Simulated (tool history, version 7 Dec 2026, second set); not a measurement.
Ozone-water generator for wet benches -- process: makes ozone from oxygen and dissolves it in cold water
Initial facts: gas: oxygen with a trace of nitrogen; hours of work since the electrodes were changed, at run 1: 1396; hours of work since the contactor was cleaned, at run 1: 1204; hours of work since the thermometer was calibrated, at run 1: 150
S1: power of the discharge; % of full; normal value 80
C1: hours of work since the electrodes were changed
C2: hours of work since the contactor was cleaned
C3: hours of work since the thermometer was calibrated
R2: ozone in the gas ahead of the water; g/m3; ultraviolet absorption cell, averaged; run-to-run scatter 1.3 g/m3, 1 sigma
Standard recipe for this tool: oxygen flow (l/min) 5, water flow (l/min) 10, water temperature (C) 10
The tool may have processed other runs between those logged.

{"run": 1, "hour": 0.0, "S1": 80, "oxygen flow (l/min)": 5, "water flow (l/min)": 10, "water temperature (C)": 10, "C1": 1396, "C2": 1204, "C3": 150, "dissolved ozone (ppm)": 29.1, "R2": 220.4}
{"run": 2, "hour": 61.2, "S1": 80, "oxygen flow (l/min)": 5, "water flow (l/min)": 10, "water temperature (C)": 10, "C1": 1457, "C2": 1265, "C3": 211, "dissolved ozone (ppm)": 28.6, "R2": 220.9}
{"run": 3, "hour": 180.0, "S1": 80, "oxygen flow (l/min)": 5, "water flow (l/min)": 10, "water temperature (C)": 10, "C1": 1575, "C2": 1383, "C3": 329, "dissolved ozone (ppm)": 28.7, "R2": 220.6}
{"run": 4, "hour": 299.3, "S1": 80, "oxygen flow (l/min)": 8.41, "water flow (l/min)": 10, "water temperature (C)": 10, "C1": 1693, "C2": 1501, "C3": 447, "dissolved ozone (ppm)": 27.9, "R2": 174}
{"run": 5, "hour": 383.7, "S1": 80, "oxygen flow (l/min)": 8.41, "water flow (l/min)": 10, "water temperature (C)": 10, "C1": 1777, "C2": 1585, "C3": 531, "dissolved ozone (ppm)": 27.6, "R2": 176.2}
{"run": 6, "hour": 502.2, "S1": 80, "oxygen flow (l/min)": 8.41, "water flow (l/min)": 10, "water temperature (C)": 10, "C1": 1894, "C2": 1702, "C3": 649, "dissolved ozone (ppm)": 27.9, "R2": 174.5}
{"run": 7, "hour": 633.3, "S1": 80, "oxygen flow (l/min)": 8.41, "water flow (l/min)": 10, "water temperature (C)": 10, "C1": 2025, "C2": 1832, "C3": 779, "dissolved ozone (ppm)": 27.7, "R2": 173.4}
{"run": 8, "hour": 753.0, "S1": 80, "oxygen flow (l/min)": 5, "water flow (l/min)": 10, "water temperature (C)": 10, "C1": 2143, "C2": 1951, "C3": 898, "dissolved ozone (ppm)": 28.4, "R2": 216.9}
{"run": 9, "hour": 873.2, "S1": 80, "oxygen flow (l/min)": 5, "water flow (l/min)": 10, "water temperature (C)": 10, "C1": 2263, "C2": 2071, "C3": 1017, "dissolved ozone (ppm)": 27.7, "R2": 214.8}
{"run": 10, "hour": 982.5, "S1": 80, "oxygen flow (l/min)": 5, "water flow (l/min)": 10, "water temperature (C)": 10, "C1": 2371, "C2": 2179, "C3": 1125, "dissolved ozone (ppm)": 28, "R2": 215}
{"run": 11, "hour": 1103.3, "S1": 80, "oxygen flow (l/min)": 5, "water flow (l/min)": 10, "water temperature (C)": 10, "C1": 2491, "C2": 2299, "C3": 1245, "dissolved ozone (ppm)": 28, "R2": 215.3}
{"run": 12, "hour": 1236.8, "S1": 80, "oxygen flow (l/min)": 5, "water flow (l/min)": 10, "water temperature (C)": 10, "C1": 2623, "C2": 2431, "C3": 1378, "dissolved ozone (ppm)": 27.9, "R2": 211.7}
{"run": 13, "hour": 1295.3, "S1": 80, "oxygen flow (l/min)": 5, "water flow (l/min)": 10, "water temperature (C)": 10, "C1": 2681, "C2": 2489, "C3": 1436, "dissolved ozone (ppm)": 27.8, "R2": 212.4}
{"run": 14, "hour": 1406.9, "S1": 80, "oxygen flow (l/min)": 5, "water flow (l/min)": 14, "water temperature (C)": 10, "C1": 2792, "C2": 2600, "C3": 1547, "dissolved ozone (ppm)": 21.6, "R2": 212.7}
{"run": 15, "hour": 1520.3, "S1": 80, "oxygen flow (l/min)": 5, "water flow (l/min)": 14, "water temperature (C)": 10, "C1": 2905, "C2": 2713, "C3": 1659, "dissolved ozone (ppm)": 20.8, "R2": 211.1}
{"run": 16, "hour": 1586.4, "S1": 80, "oxygen flow (l/min)": 5, "water flow (l/min)": 14, "water temperature (C)": 10, "C1": 2970, "C2": 2778, "C3": 1725, "dissolved ozone (ppm)": 21, "R2": 210.9}
{"run": 17, "hour": 1665.0, "S1": 80, "oxygen flow (l/min)": 5, "water flow (l/min)": 14, "water temperature (C)": 10, "C1": 3048, "C2": 2856, "C3": 1803, "dissolved ozone (ppm)": 21.1, "R2": 210.2}
{"hour": 1678.7, "done": "contactor cleaned"}
{"run": 18, "hour": 1796.3, "S1": 83, "oxygen flow (l/min)": 5.66, "water flow (l/min)": 10, "water temperature (C)": 17, "C1": 3175, "C2": 117, "C3": 1929, "dissolved ozone (ppm)": 24.9, "R2": 201.6}
{"run": 19, "hour": 1913.3, "S1": 83, "oxygen flow (l/min)": 5.66, "water flow (l/min)": 7, "water temperature (C)": 6, "C1": 3291, "C2": 233, "C3": 2045, "dissolved ozone (ppm)": 38.3, "R2": 202.3}
{"run": 20, "hour": 1996.5, "S1": 48, "oxygen flow (l/min)": 3.17, "water flow (l/min)": 7, "water temperature (C)": 11, "C1": 3373, "C2": 315, "C3": 2128, "dissolved ozone (ppm)": 25.9, "R2": 187.9}
{"run": 21, "hour": 2091.8, "S1": 49, "oxygen flow (l/min)": 8.34, "water flow (l/min)": 11, "water temperature (C)": 11, "C1": 3468, "C2": 410, "C3": 2222, "dissolved ozone (ppm)": 18.3, "R2": 124.1}
{"run": 22, "hour": 2159.0, "S1": 48, "oxygen flow (l/min)": 3.32, "water flow (l/min)": 10, "water temperature (C)": 8, "C1": 3534, "C2": 477, "C3": 2289, "dissolved ozone (ppm)": 20.2, "R2": 184.9}
{"run": 23, "hour": 2269.0, "S1": 80, "oxygen flow (l/min)": 5, "water flow (l/min)": 6, "water temperature (C)": 10, "C1": 3644, "C2": 586, "C3": 2398, "dissolved ozone (ppm)": 37.9, "R2": 206.8}
{"run": 24, "hour": 2382.2, "S1": 80, "oxygen flow (l/min)": 5, "water flow (l/min)": 11, "water temperature (C)": 6, "C1": 3756, "C2": 698, "C3": 2510, "dissolved ozone (ppm)": 26.6, "R2": 205.5}
{"run": 25, "hour": 2471.4, "S1": 80, "oxygen flow (l/min)": 5, "water flow (l/min)": 11, "water temperature (C)": 6, "C1": 3845, "C2": 787, "C3": 2599, "dissolved ozone (ppm)": 26.7, "R2": 205.8}
{"run": 26, "hour": 2555.0, "S1": 80, "oxygen flow (l/min)": 5, "water flow (l/min)": 10, "water temperature (C)": 15, "C1": 3927, "C2": 870, "C3": 2682, "dissolved ozone (ppm)": 24.4, "R2": 204.7}
{"run": 27, "hour": 2660.9, "S1": 80, "oxygen flow (l/min)": 4.53, "water flow (l/min)": 10, "water temperature (C)": 9, "C1": 4033, "C2": 975, "C3": 2787, "dissolved ozone (ppm)": 27, "R2": 213.1}
{"run": 28, "hour": 2791.5, "S1": 80, "oxygen flow (l/min)": 4.53, "water flow (l/min)": 10, "water temperature (C)": 9, "C1": 4162, "C2": 1104, "C3": 2917, "dissolved ozone (ppm)": 27.1, "R2": 212.1}
{"run": 29, "hour": 2848.9, "S1": 80, "oxygen flow (l/min)": 3.89, "water flow (l/min)": 9, "water temperature (C)": 9, "C1": 4219, "C2": 1161, "C3": 2974, "dissolved ozone (ppm)": 29, "R2": 227}
{"run": 30, "hour": 2911.1, "S1": 52, "oxygen flow (l/min)": 3.89, "water flow (l/min)": 7, "water temperature (C)": 14, "C1": 4281, "C2": 1223, "C3": 3035, "dissolved ozone (ppm)": 24.4, "R2": 177.1}
{"run": 31, "hour": 3020.4, "S1": 61, "oxygen flow (l/min)": 3.89, "water flow (l/min)": 11, "water temperature (C)": 14, "C1": 4389, "C2": 1331, "C3": 3144, "dissolved ozone (ppm)": 19.4, "R2": 191.8}
{"hour": 3090.8, "done": "water thermometer calibrated"}
{"run": 32, "hour": 3120.6, "S1": 96, "oxygen flow (l/min)": 3.46, "water flow (l/min)": 6, "water temperature (C)": 10, "C1": 4488, "C2": 1430, "C3": 30, "dissolved ozone (ppm)": 41.9, "R2": 264.8}
{"run": 33, "hour": 3196.2, "S1": 96, "oxygen flow (l/min)": 3.46, "water flow (l/min)": 6, "water temperature (C)": 10, "C1": 4563, "C2": 1505, "C3": 105, "dissolved ozone (ppm)": 41.1, "R2": 259.5}
{"run": 34, "hour": 3299.8, "S1": 61, "oxygen flow (l/min)": 4.55, "water flow (l/min)": 9, "water temperature (C)": 6, "C1": 4666, "C2": 1608, "C3": 207, "dissolved ozone (ppm)": 25.8, "R2": 177.7}

Across each entry between runs, compare the hidden state at the last listed run before it with the hidden state at the first listed run after it:
Between runs 17 and 18: contactor cleaned (hour 1678.7)
  yield of the discharge, % of new electrodes': 91.5 -> 91.2; contactor's efficiency, % of a clean one's: 96 -> 98.9; true water temperature over the reading, C: 0.14 -> 0.15
  measured less the result without the state, dissolved ozone (ppm): -2.8 -> -2.9; R2: -21.3 -> -21.7 g/m3
Between runs 31 and 32: water thermometer calibrated (hour 3090.8)
  yield of the discharge, % of new electrodes': 87.8 -> 87.5; contactor's efficiency, % of a clean one's: 97.4 -> 97.3; true water temperature over the reading, C: 0.25 -> 0
  measured less the result without the state, dissolved ozone (ppm): -2.9 -> -8; R2: -24.4 -> -45.7 g/m3
